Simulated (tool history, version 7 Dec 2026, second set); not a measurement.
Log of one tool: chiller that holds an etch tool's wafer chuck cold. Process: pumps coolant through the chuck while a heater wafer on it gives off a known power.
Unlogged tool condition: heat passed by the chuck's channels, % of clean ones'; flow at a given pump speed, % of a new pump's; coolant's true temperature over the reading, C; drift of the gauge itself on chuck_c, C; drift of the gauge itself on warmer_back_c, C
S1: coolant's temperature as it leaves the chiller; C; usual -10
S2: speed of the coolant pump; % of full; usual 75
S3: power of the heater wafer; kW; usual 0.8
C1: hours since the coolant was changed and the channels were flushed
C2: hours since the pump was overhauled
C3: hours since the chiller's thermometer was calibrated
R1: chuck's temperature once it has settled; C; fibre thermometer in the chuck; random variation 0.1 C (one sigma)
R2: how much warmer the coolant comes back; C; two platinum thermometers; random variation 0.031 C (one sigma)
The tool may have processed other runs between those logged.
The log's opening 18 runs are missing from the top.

{"run": 19, "day": 18.367, "S1": -4, "S2": 77, "S3": 0.8, "C1": 4181, "C2": 1653, "C3": 90, "R1": 1.6, "R2": 2}
{"run": 20, "day": 19.375, "S1": -3, "S2": 75, "S3": 0.8, "C1": 4205, "C2": 1677, "C3": 114, "R1": 2.8, "R2": 2.04}
{"run": 21, "day": 20.05, "S1": -17, "S2": 75, "S3": 0.8, "C1": 4222, "C2": 1693, "C3": 130, "R1": -11.5, "R2": 1.97}
{"run": 22, "day": 20.842, "S1": -11, "S2": 84, "S3": 0.996, "C1": 4241, "C2": 1712, "C3": 149, "R1": -4.4, "R2": 2.17}
{"run": 23, "day": 21.954, "S1": -9, "S2": 75, "S3": 0.993, "C1": 4267, "C2": 1739, "C3": 176, "R1": -2.2, "R2": 2.45}
{"run": 24, "day": 23.329, "S1": -17, "S2": 86, "S3": 0.8, "C1": 4300, "C2": 1772, "C3": 209, "R1": -12, "R2": 1.75}
{"run": 25, "day": 24.012, "S1": -15, "S2": 78, "S3": 1.057, "C1": 4317, "C2": 1788, "C3": 225, "R1": -7.7, "R2": 2.52}
{"run": 26, "day": 25.246, "S1": -17, "S2": 63, "S3": 0.42, "C1": 4346, "C2": 1818, "C3": 255, "R1": -13.6, "R2": 1.25}
{"run": 27, "day": 26.092, "S1": -2, "S2": 63, "S3": 0.585, "C1": 4366, "C2": 1838, "C3": 275, "R1": 2.7, "R2": 1.72}
{"run": 28, "day": 26.858, "S1": -2, "S2": 63, "S3": 1.178, "C1": 4385, "C2": 1856, "C3": 294, "R1": 7.9, "R2": 3.51}
{"run": 29, "day": 28.196, "S1": -2, "S2": 75, "S3": 0.541, "C1": 4417, "C2": 1888, "C3": 326, "R1": 1.8, "R2": 1.33}

Predict the results of run 30:
{"run": 30, "day": 28.9, "S1": -2, "S2": 75, "S3": 0.8, "C1": 4434, "C2": 1905, "C3": 343, "R1": "?", "R2": "?"}

{"run 30": {"R1": 3.5, "R2": 2.02}}
On a tool with no hidden condition, and with the same random variation, this run would have come out at R1 2.9 C, R2 1.96 C.
